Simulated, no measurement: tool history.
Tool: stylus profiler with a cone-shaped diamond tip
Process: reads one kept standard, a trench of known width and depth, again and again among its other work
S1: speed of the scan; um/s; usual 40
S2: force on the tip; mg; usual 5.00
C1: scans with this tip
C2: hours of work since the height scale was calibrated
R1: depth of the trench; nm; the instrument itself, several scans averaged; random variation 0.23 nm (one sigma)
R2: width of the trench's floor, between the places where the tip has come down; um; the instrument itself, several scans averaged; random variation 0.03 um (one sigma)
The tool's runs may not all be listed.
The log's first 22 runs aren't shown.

run 23 hour=1276.9 | S1=86 S2=5.97 | C1=6295 C2=446 | R1=1027.23 R2=96.42
run 24 hour=1349.7 | S1=27 S2=10.96 | C1=6934 C2=491 | R1=1041.31 R2=96.47
run 25 hour=1384.4 | S1=49 S2=1.89 | C1=7238 C2=513 | R1=1012.83 R2=96.41
run 26 hour=1446.4 | S1=98 S2=1.89 | C1=7782 C2=551 | R1=1012.24 R2=96.27
run 27 hour=1521.8 | S1=98 S2=2.28 | C1=8444 C2=598 | R1=1014.55 R2=96.27
run 28 hour=1555.8 | S1=16 S2=8.36 | C1=8742 C2=619 | R1=1034.36 R2=96.54
run 29 hour=1598.0 | S1=33 S2=8.65 | C1=9112 C2=646 | R1=1035.00 R2=96.49
run 30 hour=1656.2 | S1=33 S2=8.65 | C1=9623 C2=682 | R1=1034.76 R2=96.56
run 31 hour=1735.1 | S1=33 S2=8.65 | C1=10315 C2=731 | R1=1034.93 R2=96.42
run 32 hour=1769.5 | S1=15 S2=6.68 | C1=10617 C2=752 | R1=1029.10 R2=96.50
run 33 hour=1805.3 | S1=15 S2=11.54 | C1=10931 C2=774 | R1=1042.37 R2=96.45
run 34 hour=1876.1 | S1=15 S2=11.54 | C1=11552 C2=819 | R1=1042.66 R2=96.48
run 35 hour=1910.0 | S1=19 S2=1.82 | C1=11849 C2=840 | R1=1012.49 R2=96.53
run 36 hour=1977.5 | S1=66 S2=3.75 | C1=12442 C2=882 | R1=1020.14 R2=96.40
run 37 hour=2049.4 | S1=66 S2=3.75 | C1=13072 C2=926 | R1=1020.21 R2=96.37
run 38 hour=2094.5 | S1=30 S2=3.91 | C1=13468 C2=954 | R1=1020.35 R2=96.48
run 39 hour=2157.8 | S1=138 S2=1.85 | C1=14023 C2=994 | R1=1012.35 R2=96.10

5 ways to go on from here, each from the tool as it stands after run 39. What would each give?
run A hour=2201.5 | S1=100 S2=13.91 | C1=14406 C2=1021 | R1=? R2=?
run B hour=2201.5 | S1=65 S2=3.62 | C1=14406 C2=1021 | R1=? R2=?
run C hour=2201.5 | S1=40 S2=14.30 | C1=14406 C2=1021 | R1=? R2=?
run D hour=2201.5 | S1=92 S2=5.00 | C1=14406 C2=1021 | R1=? R2=?
run E hour=2201.5 | S1=30 S2=9.07 | C1=14406 C2=1021 | R1=? R2=?

run=A R1=1048.01 R2=96.42
run=B R1=1018.94 R2=96.40
run=C R1=1048.76 R2=96.47
run=D R1=1023.85 R2=96.34
run=E R1=1036.05 R2=96.52
Without the tool's hidden state the same runs would have given:
run=A R1=1048.00 R2=96.43
run=B R1=1018.93 R2=96.42
run=C R1=1048.74 R2=96.48
run=D R1=1023.84 R2=96.36
run=E R1=1036.04 R2=96.54

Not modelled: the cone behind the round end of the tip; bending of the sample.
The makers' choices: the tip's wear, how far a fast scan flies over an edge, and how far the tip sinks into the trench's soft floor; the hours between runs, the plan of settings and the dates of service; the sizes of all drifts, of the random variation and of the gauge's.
